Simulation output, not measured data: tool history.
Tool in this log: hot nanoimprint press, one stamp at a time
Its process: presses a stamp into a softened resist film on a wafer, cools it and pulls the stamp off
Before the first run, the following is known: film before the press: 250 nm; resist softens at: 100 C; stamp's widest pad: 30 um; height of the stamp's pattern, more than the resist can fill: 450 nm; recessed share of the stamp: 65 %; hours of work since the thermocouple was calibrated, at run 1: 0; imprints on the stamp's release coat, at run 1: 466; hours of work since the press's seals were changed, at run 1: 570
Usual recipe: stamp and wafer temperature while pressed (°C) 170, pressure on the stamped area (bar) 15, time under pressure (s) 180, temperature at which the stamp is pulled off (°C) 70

| run | hour | stamp and wafer temperature while pressed (°C) | pressure on the stamped area (bar) | time under pressure (s) | temperature at which the stamp is pulled off (°C) | hours of work since the thermocouple was calibrated | imprints on the stamp's release coat | hours of work since the press's seals were changed | resist left under the stamp's widest pad (nm) | greatest force while the stamp is pulled off (N) |
|---|---|---|---|---|---|---|---|---|---|---|
| 1 | 0 | 170 | 15 | 180 | 70 | 0 | 466 | 570 | 112.1 | 128 |
| 2 | 86.5 | 170 | 23.7 | 180 | 70 | 65 | 707 | 635 | 86.2 | 139 |
| 3 | 131.8 | 170 | 23.7 | 180 | 70 | 99 | 834 | 669 | 86.3 | 137 |
| 4 | 171.9 | 170 | 15 | 180 | 70 | 129 | 945 | 699 | 111.9 | 141 |
| 5 | 251.6 | 170 | 15 | 180 | 70 | 189 | 1168 | 759 | 106.9 | 153 |
|  | 332.9 | press's hydraulic seals changed and the load cell set to zero |
| 6 | 346.4 | 170 | 15 | 180 | 70 | 255 | 1410 | 10 | 103.1 | 159 |
|  | 367.7 | stamp cleaned and given a new release coat |
| 7 | 408.6 | 170 | 17.6 | 180 | 70 | 297 | 114 | 52 | 93.4 | 112 |
| 8 | 452.3 | 170 | 15 | 180 | 69 | 330 | 236 | 85 | 102 | 115 |
| 9 | 512.1 | 170 | 15 | 180 | 69 | 375 | 403 | 130 | 101.7 | 123 |
| 10 | 579.3 | 170 | 15 | 180 | 69 | 425 | 590 | 181 | 100.3 | 129 |
|  | 609.8 | plate thermocouple calibrated |
| 11 | 662.8 | 170 | 15 | 180 | 68 | 40 | 815 | 241 | 111.1 | 146 |
| 12 | 757.1 | 170 | 15 | 180 | 70 | 111 | 1078 | 312 | 107.5 | 150 |
| 13 | 819.6 | 170 | 15 | 180 | 70 | 158 | 1252 | 359 | 106.6 | 159 |
| 14 | 876.6 | 172 | 15 | 180 | 70 | 201 | 1411 | 402 | 95.9 | 163 |
|  | 895.9 | stamp cleaned and given a new release coat |
| 15 | 958.1 | 170 | 15 | 180 | 70 | 258 | 174 | 459 | 104.2 | 112 |
| 16 | 1051.1 | 169 | 15 | 263 | 70 | 327 | 433 | 529 | 94.8 | 119 |
| 17 | 1108.2 | 169 | 15 | 263 | 70 | 370 | 592 | 572 | 93.8 | 132 |
| 18 | 1148 | 169 | 15 | 263 | 70 | 400 | 703 | 602 | 94.2 | 133 |
|  | 1212.4 | plate thermocouple calibrated |
| 19 | 1225.9 | 170 | 15 | 176 | 71 | 10 | 912 | 658 | 114.3 | 147 |
| 20 | 1277.5 | 170 | 15 | 180 | 65 | 49 | 1056 | 697 | 111.8 | 169 |
| 21 | 1350.2 | 171 | 15 | 180 | 66 | 104 | 1259 | 752 | 106.6 | 174 |
| 22 | 1402 | 171 | 15 | 180 | 66 | 143 | 1403 | 791 | 104.2 | 180 |
|  | 1425.3 | stamp cleaned and given a new release coat |
|  | 1445.7 | press's hydraulic seals changed and the load cell set to zero |
| 23 | 1455.9 | 170 | 20.7 | 180 | 67 | 173 | 63 | 8 | 87.9 | 120 |
| 24 | 1496 | 170 | 20.7 | 180 | 67 | 203 | 175 | 38 | 87.6 | 120 |
| 25 | 1582.9 | 170 | 20.7 | 180 | 67 | 268 | 418 | 103 | 88 | 134 |
| 26 | 1659.5 | 170 | 15 | 194 | 70 | 326 | 631 | 161 | 99.7 | 128 |
| 27 | 1748.2 | 178 | 15 | 311 | 70 | 393 | 878 | 228 | 56.2 | 137 |
| 28 | 1815.7 | 167 | 10.5 | 226 | 75 | 443 | 1067 | 278 | 129.1 | 126 |
|  | 1826.5 | plate thermocouple calibrated |
| 29 | 1888.3 | 159 | 22.9 | 226 | 75 | 47 | 1261 | 331 | 140.9 | 136 |

Some steps in resist left under the stamp's widest pad (nm) between neighbouring runs. How much of each would the tool show without its hidden state too (settings, what came in, random variation), and how much is left for the hidden state, with any gauge scatter that isn't in both results?
What the log doesn't record here: true temperature over the reading, C; pressure that arrives at the usual setting, %; grip of the stamp's worn release coat, % over a new coat's; drift of the gauge itself on residual_nm, %; drift of the gauge itself on pull_off_n, %.
Run 18 -> 19: stamp and wafer temperature while pressed (°C) 169 -> 170, time under pressure (s) 263 -> 176, temperature at which the stamp is pulled off (°C) 70 -> 71, plate thermocouple calibrated. resist left under the stamp's widest pad (nm) +20.1: hidden state +9.9, all else +10.2.
Run 26 -> 27: stamp and wafer temperature while pressed (°C) 170 -> 178, time under pressure (s) 194 -> 311. resist left under the stamp's widest pad (nm) -43.5: hidden state +2.2, all else -45.7.
Run 27 -> 28: stamp and wafer temperature while pressed (°C) 178 -> 167, pressure on the stamped area (bar) 15 -> 10.5, time under pressure (s) 311 -> 226, temperature at which the stamp is pulled off (°C) 70 -> 75. resist left under the stamp's widest pad (nm) +72.9: hidden state -6.8, all else +79.7.
Run 28 -> 29: stamp and wafer temperature while pressed (°C) 167 -> 159, pressure on the stamped area (bar) 10.5 -> 22.9, plate thermocouple calibrated. resist left under the stamp's widest pad (nm) +11.8: hidden state +11.2, all else +0.6.
